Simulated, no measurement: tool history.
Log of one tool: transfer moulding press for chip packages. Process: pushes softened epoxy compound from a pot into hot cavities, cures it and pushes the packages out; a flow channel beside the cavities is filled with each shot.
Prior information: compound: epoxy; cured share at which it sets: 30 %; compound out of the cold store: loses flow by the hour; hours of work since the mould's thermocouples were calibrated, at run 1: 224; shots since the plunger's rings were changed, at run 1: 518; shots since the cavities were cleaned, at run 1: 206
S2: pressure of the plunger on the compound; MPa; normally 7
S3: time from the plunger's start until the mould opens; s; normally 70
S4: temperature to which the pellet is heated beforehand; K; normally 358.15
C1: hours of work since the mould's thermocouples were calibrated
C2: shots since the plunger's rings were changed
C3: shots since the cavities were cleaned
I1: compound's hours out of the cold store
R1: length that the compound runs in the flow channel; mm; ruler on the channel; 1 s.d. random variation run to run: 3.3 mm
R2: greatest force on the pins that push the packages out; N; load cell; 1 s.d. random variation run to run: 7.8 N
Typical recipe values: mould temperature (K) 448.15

Run 1, hour 0: usual settings; C1 224; C2 518; C3 206; I1 39.1. Result: R1 915 mm, R2 343 N.
At hour 23.4: cavities cleaned with cleaning compound and waxed.
Run 2, hour 43.7: usual settings; C1 243; C2 938; C3 203; I1 36.5. Result: R1 927 mm, R2 336 N.
At hour 67: cavities cleaned with cleaning compound and waxed.
Run 3, hour 67: usual settings; C1 252; C2 1154; C3 0; I1 41. Result: R1 913 mm, R2 330 N.
Run 4, hour 103.6: usual settings; C1 268; C2 1518; C3 364; I1 11.4. Result: R1 1002 mm, R2 334 N.
At hour 110.9: cavities cleaned with cleaning compound and waxed.
Run 5, hour 152.1: usual settings; C1 289; C2 1985; C3 410; I1 21.2. Result: R1 986 mm, R2 340 N.
At hour 157.2: cavities cleaned with cleaning compound and waxed.
Run 6, hour 174.3: usual settings; C1 298; C2 2191; C3 170; I1 21.5. Result: R1 975 mm, R2 344 N.
At hour 201.5: cavities cleaned with cleaning compound and waxed.
Run 7, hour 217.2: usual settings; C1 316; C2 2602; C3 156; I1 38.9. Result: R1 921 mm, R2 330 N.
Run 8, hour 243.2: usual settings; C1 327; C2 2861; C3 415; I1 28.1. Result: R1 955 mm, R2 333 N.
At hour 246.8: cavities cleaned with cleaning compound and waxed.
Run 9, hour 273.1: usual settings; C1 339; C2 3143; C3 262; I1 26.8. Result: R1 962 mm, R2 324 N.
At hour 290.7: plunger's sealing rings changed.
At hour 295.5: cavities cleaned with cleaning compound and waxed.
Run 10, hour 314.6: usual settings; C1 356; C2 223; C3 190; I1 21.6. Result: R1 972 mm, R2 344 N.
At hour 341.8: cavities cleaned with cleaning compound and waxed.
Run 11, hour 357.7: usual settings but S2 5.6 MPa, S3 53 s; C1 374; C2 637; C3 158; I1 19.1. Result: R1 881 mm, R2 576 N.
At hour 386.9: cavities cleaned with cleaning compound and waxed.
Run 12, hour 397.4: usual settings but S2 5.6 MPa, S3 53 s; C1 391; C2 1016; C3 104; I1 31.6. Result: R1 843 mm, R2 527 N.
At hour 431.2: cavities cleaned with cleaning compound and waxed.
Run 13, hour 431.2: usual settings but S2 5.6 MPa, S3 53 s; C1 405; C2 1337; C3 0; I1 45.5. Result: R1 810 mm, R2 530 N.
Run 14, hour 457: usual settings but S2 7.76 MPa, S3 103 s, S4 357.15 K; C1 416; C2 1594; C3 257; I1 37.7. Result: R1 974 mm, R2 302 N.
At hour 476: cavities cleaned with cleaning compound and waxed.
Run 15, hour 482.8: usual settings but S2 5.93 MPa, S3 52 s, S4 350.15 K; C1 426; C2 1835; C3 68; I1 42.6. Result: R1 842 mm, R2 579 N.
At hour 521.1: cavities cleaned with cleaning compound and waxed.
Run 16, hour 522.4: usual settings but S2 6.48 MPa, S3 80 s; C1 443; C2 2213; C3 12; I1 40.5. Result: R1 875 mm, R2 305 N.

Here are 5 independent what-if runs from the current tool condition. What would each one return?
Run A, hour 543.9: usual settings but S2 5.9 MPa, S3 105 s; C1 452; C2 2427; C3 226; I1 40.1. Result: R1 ?, R2 ?.
Run B, hour 543.9: usual settings but mould temperature (K) 445.15, S2 6.48 MPa, S3 80 s; C1 452; C2 2427; C3 226; I1 22.1. Result: R1 ?, R2 ?.
Run C, hour 543.9: usual settings but S2 6.48 MPa, S3 80 s, S4 348.15 K; C1 452; C2 2427; C3 226; I1 21.9. Result: R1 ?, R2 ?.
Run D, hour 543.9: usual settings but mould temperature (K) 450.15, S2 6.48 MPa, S3 80 s; C1 452; C2 2427; C3 226; I1 31.2. Result: R1 ?, R2 ?.
Run E, hour 543.9: usual settings but mould temperature (K) 446.15, S2 6.48 MPa, S3 96 s, S4 363.15 K; C1 452; C2 2427; C3 226; I1 17.3. Result: R1 ?, R2 ?.

run   R1   R2
  A  840  286
  B  949  335
  C  937  307
  D  904  299
  E  954  302
With the hidden condition removed and each run's random variation left untouched, the same runs would have given:
run   R1   R2
  A  841  283
  B  949  331
  C  937  304
  D  904  297
  E  955  299
